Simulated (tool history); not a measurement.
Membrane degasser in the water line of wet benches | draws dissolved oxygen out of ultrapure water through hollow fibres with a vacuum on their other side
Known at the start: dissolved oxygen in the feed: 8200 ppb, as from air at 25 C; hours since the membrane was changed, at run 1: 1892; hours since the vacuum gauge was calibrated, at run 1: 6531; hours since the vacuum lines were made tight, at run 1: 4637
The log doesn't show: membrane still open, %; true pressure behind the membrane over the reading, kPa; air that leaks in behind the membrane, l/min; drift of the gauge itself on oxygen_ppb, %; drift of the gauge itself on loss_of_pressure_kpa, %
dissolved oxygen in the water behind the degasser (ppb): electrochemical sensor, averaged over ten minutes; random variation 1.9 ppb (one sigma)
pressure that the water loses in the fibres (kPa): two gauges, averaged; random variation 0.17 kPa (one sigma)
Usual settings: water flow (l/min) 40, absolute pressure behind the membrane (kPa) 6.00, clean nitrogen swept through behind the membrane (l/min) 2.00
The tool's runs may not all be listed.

run,day,water flow (l/min),absolute pressure behind the membrane (kPa),clean nitrogen swept through behind the membrane (l/min),hours since the membrane was changed,hours since the vacuum gauge was calibrated,hours since the vacuum lines were made tight,dissolved oxygen in the water behind the degasser (ppb),pressure that the water loses in the fibres (kPa)
1,0.000,40,6.00,2.00,1892,6531,4637,214.7,28.88
# day 1.362: seals of the vacuum lines changed
2,3.429,40,6.00,2.00,1972,6612,50,217.0,28.95
3,6.479,40,6.00,2.00,2045,6685,123,218.8,29.17
4,9.462,40,6.00,2.00,2117,6756,194,214.8,29.01
5,11.838,40,6.00,2.00,2174,6814,251,216.1,28.96
6,15.088,40,6.00,2.00,2252,6892,329,216.4,28.68
7,18.571,40,6.00,2.00,2335,6975,413,217.5,29.07
8,21.225,62,11.49,1.74,2399,7039,477,825.8,45.27
9,23.329,50,12.92,0.90,2450,7089,527,1089.6,35.94
10,25.729,50,12.92,0.90,2507,7147,585,1085.2,36.41
11,27.804,29,6.31,4.10,2557,7197,635,85.8,21.12

5 ways to go on from here, each from the tool as it stands after run 11. What would each give?
A,30.900,28,14.91,3.39,2631,7271,709,?,?
B,30.900,29,14.14,4.10,2631,7271,709,?,?
C,30.900,32,6.31,2.00,2631,7271,709,?,?
D,30.900,33,7.69,5.40,2631,7271,709,?,?
E,30.900,29,8.07,4.10,2631,7271,709,?,?

run,dissolved oxygen in the water behind the degasser (ppb),pressure that the water loses in the fibres (kPa)
A,253.7,20.37
B,213.0,21.05
C,161.5,23.33
D,112.3,23.95
E,115.4,21.31
Without the tool's hidden state the same runs would have given:
run,dissolved oxygen in the water behind the degasser (ppb),pressure that the water loses in the fibres (kPa)
A,241.1,19.87
B,201.3,20.53
C,139.4,22.75
D,99.9,23.36
E,103.5,20.78
